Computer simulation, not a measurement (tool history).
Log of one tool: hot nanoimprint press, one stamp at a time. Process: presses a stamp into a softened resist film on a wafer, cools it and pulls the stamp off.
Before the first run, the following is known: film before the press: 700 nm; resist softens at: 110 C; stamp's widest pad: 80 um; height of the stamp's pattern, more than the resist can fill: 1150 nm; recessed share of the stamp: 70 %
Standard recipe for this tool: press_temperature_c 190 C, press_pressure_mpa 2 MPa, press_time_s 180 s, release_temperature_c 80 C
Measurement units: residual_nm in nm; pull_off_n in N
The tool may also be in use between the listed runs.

| run | hour | press_temperature_c | press_pressure_mpa | press_time_s | release_temperature_c | residual_nm | pull_off_n |
|---|---|---|---|---|---|---|---|
| 1 | 0 | 190 | 2 | 180 | 80 | 287 | 165 |
| 2 | 40.8 | 190 | 2 | 180 | 80 | 287.4 | 169 |
| 3 | 66.7 | 190 | 2 | 180 | 80 | 286.7 | 169.1 |
| 4 | 91.7 | 190 | 2 | 180 | 80 | 286.2 | 171.2 |
| 5 | 130.9 | 190 | 2 | 180 | 80 | 286.2 | 172 |
| 6 | 164.7 | 190 | 2 | 180 | 80 | 285.4 | 172.4 |
| 7 | 194.2 | 190 | 2 | 180 | 80 | 285.1 | 174.8 |
|  | 221.3 | stamp cleaned and given a new release coat |
| 8 | 228.1 | 190 | 2 | 180 | 80 | 285.6 | 164.9 |
| 9 | 271.8 | 190 | 2 | 180 | 80 | 284.2 | 166.5 |
|  | 295.1 | press's hydraulic seals changed and the load cell set to zero |
|  | 328 | plate thermocouple calibrated |
| 10 | 338.5 | 190 | 2 | 180 | 80 | 284.3 | 171.3 |
| 11 | 381.6 | 190 | 2 | 180 | 80 | 284.7 | 172.6 |
| 12 | 435.9 | 190 | 1.6 | 268 | 86 | 270.3 | 163.8 |
|  | 456.1 | stamp cleaned and given a new release coat |
| 13 | 478.9 | 190 | 1.6 | 268 | 86 | 268.7 | 156.6 |
| 14 | 535.8 | 190 | 2.46 | 92 | 86 | 331.6 | 160.8 |
| 15 | 597.9 | 190 | 2 | 179 | 77 | 283.7 | 177 |
| 16 | 625.6 | 192 | 1.59 | 180 | 80 | 288 | 174.2 |
|  | 676.6 | stamp cleaned and given a new release coat |
| 17 | 677.1 | 192 | 1.59 | 180 | 80 | 287.9 | 165.5 |
| 18 | 703.6 | 192 | 1.59 | 180 | 80 | 287 | 164.3 |
| 19 | 762.6 | 192 | 1.59 | 180 | 80 | 286.5 | 168.1 |
|  | 780.5 | plate thermocouple calibrated |
| 20 | 826.7 | 190 | 1.24 | 180 | 80 | 351.7 | 172.6 |
| 21 | 882 | 190 | 1.24 | 180 | 80 | 351.2 | 175.4 |
|  | 901.4 | stamp cleaned and given a new release coat |
| 22 | 949.1 | 190 | 1.24 | 180 | 80 | 350.8 | 167.6 |

Results per run with the tool's hidden condition removed, run-to-run variation unchanged:
Unlogged tool condition in this case: true temperature over the reading, C; pressure that arrives at the usual setting, %; grip of the stamp's worn release coat, % over a new coat's; drift of the gauge itself on residual_nm, %; drift of the gauge itself on pull_off_n, %.
| run | residual_nm | pull_off_n |
|---|---|---|
| 1 | 283.8 | 165.2 |
| 2 | 284.5 | 167.3 |
| 3 | 284.1 | 166.2 |
| 4 | 283.8 | 167.1 |
| 5 | 284.3 | 166.1 |
| 6 | 283.8 | 165 |
| 7 | 283.9 | 166 |
| 8 | 284.7 | 165.2 |
| 9 | 283.7 | 164.8 |
| 10 | 283.6 | 166.1 |
| 11 | 284.4 | 165.4 |
| 12 | 270.7 | 154.6 |
| 13 | 269.5 | 155.7 |
| 14 | 332.8 | 157.5 |
| 15 | 285.8 | 170.4 |
| 16 | 290.6 | 166.4 |
| 17 | 291 | 166.1 |
| 18 | 290.3 | 163.7 |
| 19 | 290.5 | 164.7 |
| 20 | 352.5 | 165.8 |
| 21 | 352.7 | 166 |
| 22 | 353.2 | 165.8 |
